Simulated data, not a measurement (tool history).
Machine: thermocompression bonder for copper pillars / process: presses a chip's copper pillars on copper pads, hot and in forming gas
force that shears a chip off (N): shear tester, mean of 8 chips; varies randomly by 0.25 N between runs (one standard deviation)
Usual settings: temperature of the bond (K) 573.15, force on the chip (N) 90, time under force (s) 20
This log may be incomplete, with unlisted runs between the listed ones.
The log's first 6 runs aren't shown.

run   hour  temperature of the bond (K)  force on the chip (N)  time under force (s)  hours of work since the heater was calibrated  hours of work since the force cell was calibrated  hours of work since the gas filter was changed  force that shears a chip off (N)
  7   35.9                       573.15                     90                    20                                             62                                                621                                             173                              65.0
  8   43.3                       573.15                     90                    20                                             66                                                626                                             178                              64.6
  9   52.0                       573.15                     90                    20                                             72                                                631                                             183                              64.7
 10   58.9                       573.15                     90                    20                                             76                                                635                                             188                              64.8
 11   67.8                       573.15                    128                    20                                             82                                                641                                             193                              81.9
 12   76.0                       573.15                    128                    20                                             87                                                646                                             198                              82.3
 13   80.7                       573.15                    128                    30                                             90                                                649                                             201                              91.1
 14   87.2                       573.15                     90                    20                                             94                                                653                                             206                              65.1
 15   91.0                       573.15                     90                    20                                             96                                                656                                             208                              65.1
      96.0  -- forming gas filter changed
 16   98.0                       573.15                     90                    20                                            100                                                660                                               1                              65.2
 17  105.9                       579.15                     90                    20                                            105                                                665                                               6                              69.3
 18  114.0                       579.15                     90                    20                                            110                                                670                                              11                              69.0
 19  118.4                       573.15                     90                    20                                            113                                                673                                              14                              65.5

Run 20, settings as shown, results not yet in. Your forecast:
 20  126.8                       578.15                     90                    20                                            119                                                678                                              19                                 ?

For run 20 the tool returned force that shears a chip off (N) 68.1.
With no hidden state in the tool, this same run would have given force that shears a chip off (N) 67.4.
